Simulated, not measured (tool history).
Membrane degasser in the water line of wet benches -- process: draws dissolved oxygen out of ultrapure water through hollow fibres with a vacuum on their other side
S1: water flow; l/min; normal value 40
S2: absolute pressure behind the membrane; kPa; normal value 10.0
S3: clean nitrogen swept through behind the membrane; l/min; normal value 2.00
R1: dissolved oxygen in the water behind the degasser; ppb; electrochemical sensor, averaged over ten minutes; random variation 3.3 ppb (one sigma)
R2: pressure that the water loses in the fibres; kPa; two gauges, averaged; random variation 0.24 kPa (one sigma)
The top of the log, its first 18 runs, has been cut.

| run | hour | S1 | S2 | S3 | R1 | R2 |
|---|---|---|---|---|---|---|
| 19 | 666.4 | 37 | 18.8 | 0.97 | 1091.6 | 56.06 |
| 20 | 700.1 | 48 | 8.7 | 2.34 | 319.2 | 72.88 |
| 21 | 746.5 | 25 | 10.5 | 2.34 | 186.3 | 37.99 |
| 22 | 779.2 | 25 | 10.5 | 2.34 | 187.2 | 37.96 |
| 23 | 830.2 | 40 | 9.0 | 2.01 | 295.3 | 60.64 |
| 24 | 884.7 | 27 | 10.0 | 2.00 | 218.9 | 41.05 |
| 25 | 920.9 | 27 | 7.7 | 1.05 | 255.7 | 41.17 |
| 26 | 972.1 | 61 | 22.5 | 0.89 | 2017.1 | 92.92 |
| 27 | 1010.3 | 26 | 8.3 | 2.78 | 119.1 | 39.85 |
| 28 | 1039.4 | 40 | 16.4 | 1.35 | 795.3 | 61.01 |
| 29 | 1075.6 | 40 | 16.4 | 1.35 | 813.5 | 60.50 |
| 30 | 1118.2 | 27 | 15.3 | 3.31 | 237.5 | 40.78 |

Consider 5 possible next runs. They are alternatives, not a sequence: every one starts from the tool as it was left by run 30. What does each give?
| A | 1160.5 | 36 | 19.2 | 3.27 | ? | ? |
| B | 1160.5 | 54 | 15.3 | 4.44 | ? | ? |
| C | 1160.5 | 52 | 9.6 | 4.74 | ? | ? |
| D | 1160.5 | 27 | 18.6 | 3.31 | ? | ? |
| E | 1160.5 | 40 | 10.0 | 1.70 | ? | ? |

| run | R1 | R2 |
|---|---|---|
| A | 429.6 | 54.44 |
| B | 438.8 | 81.84 |
| C | 256.4 | 79.23 |
| D | 302.3 | 41.27 |
| E | 383.1 | 60.63 |
What these runs would have given with no unlogged condition in the tool:
| run | R1 | R2 |
|---|---|---|
| A | 425.0 | 54.07 |
| B | 433.3 | 81.28 |
| C | 251.6 | 78.69 |
| D | 298.6 | 40.98 |
| E | 378.2 | 60.21 |
